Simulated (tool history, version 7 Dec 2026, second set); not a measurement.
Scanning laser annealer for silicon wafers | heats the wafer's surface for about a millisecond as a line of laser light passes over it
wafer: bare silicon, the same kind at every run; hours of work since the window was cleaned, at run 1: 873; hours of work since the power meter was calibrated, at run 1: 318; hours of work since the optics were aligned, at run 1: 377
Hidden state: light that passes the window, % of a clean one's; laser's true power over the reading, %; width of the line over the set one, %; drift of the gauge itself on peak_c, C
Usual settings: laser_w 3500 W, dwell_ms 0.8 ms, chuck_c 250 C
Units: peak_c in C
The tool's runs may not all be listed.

run	hour	laser_w	dwell_ms	chuck_c	hours of work since the window was cleaned	hours of work since the power meter was calibrated	hours of work since the optics were aligned	peak_c
1	0	3500	0.8	250	873	318	377	1007
2	28.3	3500	0.8	250	886	331	390	1007
3	53.1	3500	0.622	250	898	342	401	914
4	102.5	3500	0.622	250	920	365	424	910
5	145.2	3500	0.8	250	940	385	443	1001
6	201.9	3802	0.8	250	966	410	469	1076
7	227.5	3500	0.8	250	977	422	481	1001
# hour 254.4: window over the wafer cleaned
8	278.4	3192	0.8	250	11	445	503	967
9	331.2	3192	0.8	250	35	469	527	967
10	374.3	3192	0.8	250	55	488	547	965
11	414.6	3192	0.8	250	73	507	566	962
12	470.6	3192	0.8	250	99	532	591	960
13	514	3500	0.8	250	119	552	611	1036
# hour 520.5: laser's power meter calibrated
14	546.9	3500	0.8	227	132	12	625	1015
15	596.9	3500	0.8	227	155	35	648	1012
16	624.9	3500	0.8	227	168	48	660	1014
17	666.3	3500	0.8	227	187	67	679	1010
18	692.5	3086	0.655	288	199	79	691	897
# hour 715.7: laser's power meter calibrated, once more
19	751.6	3086	0.655	288	225	16	717	897
20	806.1	3819	0.897	287	249	41	742	1192
21	849.9	3141	0.585	250	269	61	762	831
22	886.7	3141	0.585	222	286	78	779	805
23	943.9	3141	0.585	222	312	104	805	799
24	995.1	3141	0.585	216	336	128	828	795
25	1033.9	3592	0.87	216	354	145	846	1040
26	1087.9	3500	0.758	281	378	170	871	1023
27	1124.4	3500	0.758	281	395	187	887	1022
# hour 1133.2: optics aligned, line set to its width
28	1166.9	3216	0.8	250	412	204	15	963
29	1201.5	3678	0.771	227	428	220	31	1038
30	1225.3	3678	0.771	227	439	231	42	1038
31	1249.9	3745	0.755	273	450	242	53	1093
32	1305.5	3745	0.755	273	475	267	79	1090

3 ways to go on from here, each from the tool as it stands after run 32. What would each give?
A	1337.2	3170	0.755	269	490	282	93	?
B	1337.2	3628	0.755	273	490	282	93	?
C	1337.2	3745	0.561	273	490	282	93	?

run	peak_c
A	945
B	1061
C	971
Without the tool's hidden state the same runs would have given:
run	peak_c
A	970
B	1090
C	996

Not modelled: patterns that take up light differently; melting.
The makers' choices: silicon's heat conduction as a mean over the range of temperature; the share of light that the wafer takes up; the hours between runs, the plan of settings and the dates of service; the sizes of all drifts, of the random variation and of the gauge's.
